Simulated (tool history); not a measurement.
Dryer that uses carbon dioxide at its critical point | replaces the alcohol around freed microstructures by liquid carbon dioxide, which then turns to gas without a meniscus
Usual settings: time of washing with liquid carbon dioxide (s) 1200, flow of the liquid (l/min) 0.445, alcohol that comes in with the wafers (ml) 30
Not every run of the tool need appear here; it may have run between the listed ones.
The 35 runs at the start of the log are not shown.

| run | day | time of washing with liquid carbon dioxide (s) | flow of the liquid (l/min) | alcohol that comes in with the wafers (ml) | alcohol left in the vessel before it's heated (ppm by volume) |
|---|---|---|---|---|---|
| 36 | 14.721 | 1200 | 0.445 | 72 | 76 |
| 37 | 15.292 | 1200 | 0.445 | 72 | 77 |
| 38 | 15.842 | 1320 | 0.445 | 30 | 38 |
| 39 | 16.179 | 1800 | 0.445 | 30 | 19 |
| 40 | 16.675 | 1080 | 0.532 | 30 | 47 |
| 41 | 17.271 | 1200 | 0.684 | 23 | 23 |
| 42 | 17.592 | 1200 | 0.684 | 23 | 23 |
| 43 | 17.829 | 1200 | 0.684 | 23 | 23 |
| 44 | 18.092 | 840 | 0.445 | 30 | 233 |

What will run 45 give?
| 45 | 18.417 | 840 | 0.753 | 80 | ? |

alcohol left in the vessel before it's heated (ppm by volume): 36
Had the tool carried no hidden state, the very same run would have given alcohol left in the vessel before it's heated (ppm by volume) 8.
